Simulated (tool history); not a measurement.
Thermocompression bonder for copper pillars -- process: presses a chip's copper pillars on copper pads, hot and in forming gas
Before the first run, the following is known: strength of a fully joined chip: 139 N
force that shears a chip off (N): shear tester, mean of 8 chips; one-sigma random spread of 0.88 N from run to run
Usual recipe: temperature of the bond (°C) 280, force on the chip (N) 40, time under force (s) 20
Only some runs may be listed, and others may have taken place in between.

| run | hour | temperature of the bond (°C) | force on the chip (N) | time under force (s) | force that shears a chip off (N) |
|---|---|---|---|---|---|
| 1 | 0.0 | 280 | 40 | 20 | 85.7 |
| 2 | 28.0 | 280 | 44 | 20 | 91.1 |
| 3 | 81.5 | 280 | 40 | 14 | 74.8 |
| 4 | 119.3 | 280 | 40 | 14 | 74.3 |
|  | 132.0 | forming gas filter changed |
| 5 | 152.9 | 280 | 45 | 20 | 97.7 |
| 6 | 192.0 | 280 | 45 | 20 | 96.4 |
| 7 | 214.9 | 280 | 45 | 20 | 96.6 |
| 8 | 260.1 | 293 | 28 | 20 | 70.4 |
| 9 | 302.5 | 259 | 33 | 20 | 61.6 |
| 10 | 351.3 | 259 | 41 | 14 | 67.5 |
|  | 356.8 | force cell calibrated |
| 11 | 397.3 | 276 | 25 | 16 | 46.8 |
| 12 | 452.9 | 276 | 25 | 16 | 47.2 |
| 13 | 494.0 | 276 | 25 | 16 | 46.8 |
|  | 501.4 | force cell calibrated, once more |
| 14 | 533.4 | 266 | 40 | 13 | 68.0 |

Below, some changes in force that shears a chip off (N) between adjacent runs. For each, the amount present without the hidden state too (settings, incoming material, random variation) and the amount remaining for the hidden state with gauge scatter not shared by both compared results:
Unlogged tool condition in this case: true temperature of the bond over the reading, C; force that reaches the chip, % of what is set; oxide that the forming gas leaves, % of the face; drift of the gauge itself on shear_n, %.
Run 4 -> 5: force on the chip (N) 40 -> 45, time under force (s) 14 -> 20, forming gas filter changed. force that shears a chip off (N) +23.4: hidden state +4.9, all else +18.5.
Run 7 -> 8: temperature of the bond (°C) 280 -> 293, force on the chip (N) 45 -> 28. force that shears a chip off (N) -26.2: hidden state -0.1, all else -26.1.
